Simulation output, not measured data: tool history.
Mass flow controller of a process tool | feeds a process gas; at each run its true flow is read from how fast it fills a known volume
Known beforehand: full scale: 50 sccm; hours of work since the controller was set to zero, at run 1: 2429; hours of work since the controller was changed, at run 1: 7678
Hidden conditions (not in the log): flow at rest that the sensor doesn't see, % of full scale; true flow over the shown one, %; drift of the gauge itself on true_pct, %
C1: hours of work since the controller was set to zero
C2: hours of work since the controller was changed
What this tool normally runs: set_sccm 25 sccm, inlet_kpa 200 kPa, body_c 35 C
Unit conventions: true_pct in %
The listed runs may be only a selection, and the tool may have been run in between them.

Run 1, hour 0.0: usual settings; C1 2429; C2 7678. Result: true_pct 93.92 %.
Run 2, hour 248.9: usual settings but set_sccm 5 sccm; C1 2625; C2 7874. Result: true_pct 88.20 %.
Run 3, hour 411.8: usual settings but set_sccm 5 sccm, inlet_kpa 180 kPa; C1 2753; C2 8002. Result: true_pct 87.71 %.
Run 4, hour 585.7: usual settings but set_sccm 5 sccm, inlet_kpa 180 kPa; C1 2890; C2 8139. Result: true_pct 87.51 %.
Run 5, hour 704.9: usual settings but inlet_kpa 183 kPa; C1 2984; C2 8233. Result: true_pct 93.44 %.
Run 6, hour 853.7: usual settings but inlet_kpa 183 kPa; C1 3101; C2 8350. Result: true_pct 93.45 %.
Run 7, hour 1042.4: usual settings but inlet_kpa 183 kPa; C1 3249; C2 8499. Result: true_pct 93.25 %.
At hour 1233.8: controller exchanged for a calibrated one.
Run 8, hour 1290.5: usual settings but inlet_kpa 168 kPa; C1 45; C2 45. Result: true_pct 98.37 %.
Run 9, hour 1567.0: usual settings; C1 262; C2 262. Result: true_pct 98.02 %.
Run 10, hour 1756.3: usual settings but body_c 27 C; C1 411; C2 411. Result: true_pct 98.59 %.
Run 11, hour 2002.2: usual settings; C1 605; C2 605. Result: true_pct 97.94 %.
Run 12, hour 2172.2: usual settings but set_sccm 45 sccm, inlet_kpa 173 kPa, body_c 26 C; C1 739; C2 739. Result: true_pct 99.07 %.
Run 13, hour 2348.9: usual settings but set_sccm 7 sccm; C1 878; C2 878. Result: true_pct 95.79 %.
Run 14, hour 2615.3: usual settings but set_sccm 7 sccm; C1 1088; C2 1088. Result: true_pct 95.41 %.
Run 15, hour 2870.6: usual settings but set_sccm 9 sccm, body_c 39 C; C1 1289; C2 1289. Result: true_pct 95.29 %.
Run 16, hour 3134.8: usual settings but set_sccm 33 sccm, inlet_kpa 227 kPa, body_c 39 C; C1 1497; C2 1497. Result: true_pct 97.36 %.
Run 17, hour 3399.6: usual settings but set_sccm 33 sccm, inlet_kpa 204 kPa, body_c 28 C; C1 1705; C2 1705. Result: true_pct 97.72 %.
Run 18, hour 3638.1: usual settings but body_c 32 C; C1 1893; C2 1893. Result: true_pct 96.94 %.
Run 19, hour 3762.1: usual settings but body_c 32 C; C1 1991; C2 1991. Result: true_pct 96.90 %.
Run 20, hour 3982.6: usual settings but set_sccm 7 sccm, body_c 31 C; C1 2164; C2 2164. Result: true_pct 93.69 %.
Run 21, hour 4196.3: usual settings but set_sccm 7 sccm, body_c 26 C; C1 2332; C2 2332. Result: true_pct 93.56 %.
Run 22, hour 4422.9: usual settings but set_sccm 7 sccm, body_c 26 C; C1 2511; C2 2511. Result: true_pct 93.25 %.

Alternative continuations, all from the tool just after run 22; predict every row:
Run A, hour 4688.5: usual settings but inlet_kpa 193 kPa, body_c 31 C; C1 2720; C2 2720. Result: true_pct ?.
Run B, hour 4688.5: usual settings but set_sccm 8 sccm, inlet_kpa 242 kPa, body_c 26 C; C1 2720; C2 2720. Result: true_pct ?.
Run C, hour 4688.5: usual settings but set_sccm 7 sccm, inlet_kpa 214 kPa, body_c 26 C; C1 2720; C2 2720. Result: true_pct ?.
Run D, hour 4688.5: usual settings but set_sccm 19 sccm, body_c 25 C; C1 2720; C2 2720. Result: true_pct ?.
Run E, hour 4688.5: usual settings but set_sccm 33 sccm, inlet_kpa 150 kPa, body_c 36 C; C1 2720; C2 2720. Result: true_pct ?.

run  true_pct
  A     96.36
  B     93.50
  C     92.80
  D     96.07
  E     96.35
What these runs would have given with no unlogged condition in the tool:
run  true_pct
  A     98.91
  B     98.64
  C     98.47
  D     99.00
  E     98.61

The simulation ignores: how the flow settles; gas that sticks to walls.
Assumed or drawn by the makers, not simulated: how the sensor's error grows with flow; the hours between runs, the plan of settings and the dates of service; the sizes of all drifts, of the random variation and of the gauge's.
